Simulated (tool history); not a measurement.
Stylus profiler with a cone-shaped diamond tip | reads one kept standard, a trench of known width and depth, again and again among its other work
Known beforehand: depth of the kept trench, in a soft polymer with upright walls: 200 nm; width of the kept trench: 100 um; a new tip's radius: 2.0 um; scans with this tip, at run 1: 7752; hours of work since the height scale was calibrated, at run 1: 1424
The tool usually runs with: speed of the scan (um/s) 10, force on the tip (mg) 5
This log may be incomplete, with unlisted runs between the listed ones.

| run | hour | speed of the scan (um/s) | force on the tip (mg) | scans with this tip | hours of work since the height scale was calibrated | depth of the trench (nm) | width of the trench's floor (nm) |
|---|---|---|---|---|---|---|---|
| 1 | 0 | 10 | 5 | 7752 | 1424 | 203.24 | 97810 |
| 2 | 108.5 | 10 | 4.11 | 8032 | 1476 | 202.51 | 97830 |
| 3 | 191.2 | 4 | 5 | 8246 | 1515 | 203.04 | 97830 |
| 4 | 269.3 | 16 | 5 | 8447 | 1552 | 203.11 | 97760 |
| 5 | 347.7 | 10 | 5 | 8650 | 1589 | 202.99 | 97810 |
| 6 | 399.8 | 10 | 5 | 8784 | 1614 | 202.95 | 97740 |
| 7 | 504.8 | 10 | 5 | 9055 | 1664 | 202.91 | 97740 |
| 8 | 592.6 | 10 | 5 | 9282 | 1705 | 202.94 | 97770 |
| 9 | 641.7 | 10 | 5 | 9409 | 1729 | 202.74 | 97730 |
| 10 | 744.4 | 10 | 5 | 9674 | 1777 | 202.72 | 97760 |
| 11 | 815.7 | 10 | 5 | 9858 | 1811 | 202.88 | 97710 |
| 12 | 928 | 10 | 5 | 10148 | 1864 | 202.63 | 97680 |
| 13 | 1006 | 10 | 12.47 | 10349 | 1902 | 206.49 | 97680 |
| 14 | 1087.9 | 10 | 12.47 | 10561 | 1940 | 206.42 | 97740 |
| 15 | 1169.1 | 10 | 12.47 | 10770 | 1979 | 206.34 | 97650 |
| 16 | 1254 | 10 | 12.47 | 10990 | 2019 | 206.4 | 97670 |
| 17 | 1365.5 | 8 | 2.56 | 11278 | 2072 | 200.9 | 97670 |
| 18 | 1418.1 | 8 | 2.56 | 11413 | 2097 | 201.04 | 97680 |
| 19 | 1464.7 | 15 | 2.56 | 11534 | 2119 | 200.93 | 97620 |
|  | 1547.4 | height scale calibrated on a step standard |
| 20 | 1574.4 | 15 | 2.56 | 11816 | 13 | 202.91 | 97650 |
| 21 | 1662.5 | 15 | 3.4 | 12043 | 55 | 203.49 | 97590 |
| 22 | 1718.4 | 15 | 3.4 | 12188 | 81 | 203.45 | 97590 |
| 23 | 1799.4 | 11 | 3.05 | 12397 | 120 | 203.15 | 97620 |
| 24 | 1910.4 | 11 | 3.05 | 12683 | 172 | 203.18 | 97630 |
| 25 | 1966.7 | 36 | 12.19 | 12829 | 199 | 208.18 | 97620 |
| 26 | 2070.7 | 25 | 5 | 13097 | 248 | 204.42 | 97580 |
| 27 | 2118.3 | 25 | 5 | 13220 | 271 | 204.23 | 97540 |
| 28 | 2202.6 | 39 | 5 | 13438 | 311 | 204.24 | 97530 |
| 29 | 2259.5 | 11 | 5 | 13585 | 338 | 204.07 | 97600 |

What does the tool deliver on the next run?
| 30 | 2327.2 | 8 | 5 | 13760 | 370 | ? | ? |

Run 30 gave depth of the trench (nm) 204.35, width of the trench's floor (nm) 97570.
Were there no unlogged condition in the tool, this run, its random variation unchanged, would have produced depth of the trench (nm) 204.82, width of the trench's floor (nm) 98250.
